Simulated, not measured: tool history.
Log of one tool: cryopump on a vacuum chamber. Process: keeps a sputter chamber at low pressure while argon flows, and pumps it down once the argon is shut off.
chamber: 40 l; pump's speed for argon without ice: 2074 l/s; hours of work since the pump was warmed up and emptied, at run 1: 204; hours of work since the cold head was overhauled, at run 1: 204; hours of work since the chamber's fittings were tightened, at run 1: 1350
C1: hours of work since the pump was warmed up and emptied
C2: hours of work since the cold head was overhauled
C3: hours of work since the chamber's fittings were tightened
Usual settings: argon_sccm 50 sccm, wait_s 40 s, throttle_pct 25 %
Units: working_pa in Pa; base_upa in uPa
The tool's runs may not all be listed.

{"run": 1, "hour": 0.0, "argon_sccm": 50, "wait_s": 40, "throttle_pct": 25, "C1": 204, "C2": 204, "C3": 1350, "working_pa": 0.1685, "base_upa": 1.81}
{"run": 2, "hour": 29.5, "argon_sccm": 50, "wait_s": 40, "throttle_pct": 25, "C1": 216, "C2": 216, "C3": 1363, "working_pa": 0.1698, "base_upa": 1.77}
{"run": 3, "hour": 73.1, "argon_sccm": 50, "wait_s": 113, "throttle_pct": 25, "C1": 235, "C2": 235, "C3": 1381, "working_pa": 0.1695, "base_upa": 0.98}
{"run": 4, "hour": 94.6, "argon_sccm": 50, "wait_s": 113, "throttle_pct": 25, "C1": 244, "C2": 244, "C3": 1390, "working_pa": 0.1695, "base_upa": 0.99}
{"run": 5, "hour": 131.9, "argon_sccm": 50, "wait_s": 40, "throttle_pct": 16, "C1": 260, "C2": 260, "C3": 1407, "working_pa": 0.2631, "base_upa": 1.85}
{"run": 6, "hour": 182.3, "argon_sccm": 50, "wait_s": 40, "throttle_pct": 26, "C1": 282, "C2": 282, "C3": 1428, "working_pa": 0.164, "base_upa": 1.89}
{"run": 7, "hour": 233.4, "argon_sccm": 50, "wait_s": 40, "throttle_pct": 26, "C1": 304, "C2": 304, "C3": 1450, "working_pa": 0.1645, "base_upa": 1.88}
{"run": 8, "hour": 271.1, "argon_sccm": 50, "wait_s": 63, "throttle_pct": 25, "C1": 320, "C2": 320, "C3": 1466, "working_pa": 0.1721, "base_upa": 1.44}
{"run": 9, "hour": 299.8, "argon_sccm": 50, "wait_s": 40, "throttle_pct": 25, "C1": 333, "C2": 333, "C3": 1479, "working_pa": 0.1709, "base_upa": 1.93}
{"run": 10, "hour": 349.9, "argon_sccm": 50, "wait_s": 40, "throttle_pct": 25, "C1": 354, "C2": 354, "C3": 1500, "working_pa": 0.1709, "base_upa": 1.87}
{"run": 11, "hour": 399.8, "argon_sccm": 50, "wait_s": 40, "throttle_pct": 25, "C1": 376, "C2": 376, "C3": 1522, "working_pa": 0.1743, "base_upa": 1.92}
{"run": 12, "hour": 438.3, "argon_sccm": 50, "wait_s": 139, "throttle_pct": 25, "C1": 392, "C2": 392, "C3": 1538, "working_pa": 0.1739, "base_upa": 1.02}
{"run": 13, "hour": 477.7, "argon_sccm": 50, "wait_s": 139, "throttle_pct": 25, "C1": 409, "C2": 409, "C3": 1555, "working_pa": 0.176, "base_upa": 0.97}
{"run": 14, "hour": 527.9, "argon_sccm": 78, "wait_s": 114, "throttle_pct": 25, "C1": 431, "C2": 431, "C3": 1577, "working_pa": 0.2735, "base_upa": 1.02}
{"run": 15, "hour": 562.3, "argon_sccm": 78, "wait_s": 114, "throttle_pct": 38, "C1": 445, "C2": 445, "C3": 1591, "working_pa": 0.1889, "base_upa": 1.1}
{"run": 16, "hour": 590.5, "argon_sccm": 50, "wait_s": 47, "throttle_pct": 42, "C1": 458, "C2": 458, "C3": 1604, "working_pa": 0.1112, "base_upa": 1.83}
{"run": 17, "hour": 635.0, "argon_sccm": 50, "wait_s": 47, "throttle_pct": 42, "C1": 477, "C2": 477, "C3": 1623, "working_pa": 0.1117, "base_upa": 1.84}
{"run": 18, "hour": 685.9, "argon_sccm": 50, "wait_s": 47, "throttle_pct": 42, "C1": 499, "C2": 499, "C3": 1645, "working_pa": 0.1125, "base_upa": 1.79}
{"run": 19, "hour": 715.3, "argon_sccm": 59, "wait_s": 40, "throttle_pct": 55, "C1": 511, "C2": 511, "C3": 1657, "working_pa": 0.1058, "base_upa": 2.01}
{"run": 20, "hour": 755.1, "argon_sccm": 50, "wait_s": 20, "throttle_pct": 21, "C1": 528, "C2": 528, "C3": 1674, "working_pa": 0.2099, "base_upa": 3.44}
{"run": 21, "hour": 788.3, "argon_sccm": 50, "wait_s": 160, "throttle_pct": 42, "C1": 543, "C2": 543, "C3": 1689, "working_pa": 0.1151, "base_upa": 1.06}
{"run": 22, "hour": 815.4, "argon_sccm": 76, "wait_s": 160, "throttle_pct": 50, "C1": 554, "C2": 554, "C3": 1700, "working_pa": 0.1497, "base_upa": 1.06}
{"run": 23, "hour": 862.6, "argon_sccm": 50, "wait_s": 169, "throttle_pct": 16, "C1": 574, "C2": 574, "C3": 1721, "working_pa": 0.2708, "base_upa": 1.09}
{"hour": 878.6, "done": "pump warmed up, emptied and cooled again"}
{"run": 24, "hour": 896.4, "argon_sccm": 50, "wait_s": 169, "throttle_pct": 16, "C1": 8, "C2": 587, "C3": 1733, "working_pa": 0.2554, "base_upa": 0.82}
{"run": 25, "hour": 936.2, "argon_sccm": 50, "wait_s": 169, "throttle_pct": 16, "C1": 25, "C2": 604, "C3": 1750, "working_pa": 0.2539, "base_upa": 0.84}
{"run": 26, "hour": 981.5, "argon_sccm": 50, "wait_s": 169, "throttle_pct": 16, "C1": 44, "C2": 623, "C3": 1769, "working_pa": 0.2582, "base_upa": 0.83}

5 ways to go on from here, each from the tool as it stands after run 26. What would each give?
{"run": "A", "hour": 1008.1, "argon_sccm": 50, "wait_s": 169, "throttle_pct": 39, "C1": 56, "C2": 635, "C3": 1781, "working_pa": "?", "base_upa": "?"}
{"run": "B", "hour": 1008.1, "argon_sccm": 50, "wait_s": 20, "throttle_pct": 47, "C1": 56, "C2": 635, "C3": 1781, "working_pa": "?", "base_upa": "?"}
{"run": "C", "hour": 1008.1, "argon_sccm": 50, "wait_s": 169, "throttle_pct": 21, "C1": 56, "C2": 635, "C3": 1781, "working_pa": "?", "base_upa": "?"}
{"run": "D", "hour": 1008.1, "argon_sccm": 28, "wait_s": 138, "throttle_pct": 44, "C1": 56, "C2": 635, "C3": 1781, "working_pa": "?", "base_upa": "?"}
{"run": "E", "hour": 1008.1, "argon_sccm": 45, "wait_s": 29, "throttle_pct": 45, "C1": 56, "C2": 635, "C3": 1781, "working_pa": "?", "base_upa": "?"}

run=A working_pa=0.1052 base_upa=0.86
run=B working_pa=0.0892 base_upa=3.13
run=C working_pa=0.1942 base_upa=0.89
run=D working_pa=0.053 base_upa=0.96
run=E working_pa=0.0835 base_upa=2.41
Without the tool's hidden state the same runs would have given:
run=A working_pa=0.1035 base_upa=0.46
run=B working_pa=0.0875 base_upa=2.74
run=C working_pa=0.1925 base_upa=0.49
run=D working_pa=0.052 base_upa=0.55
run=E working_pa=0.082 base_upa=2
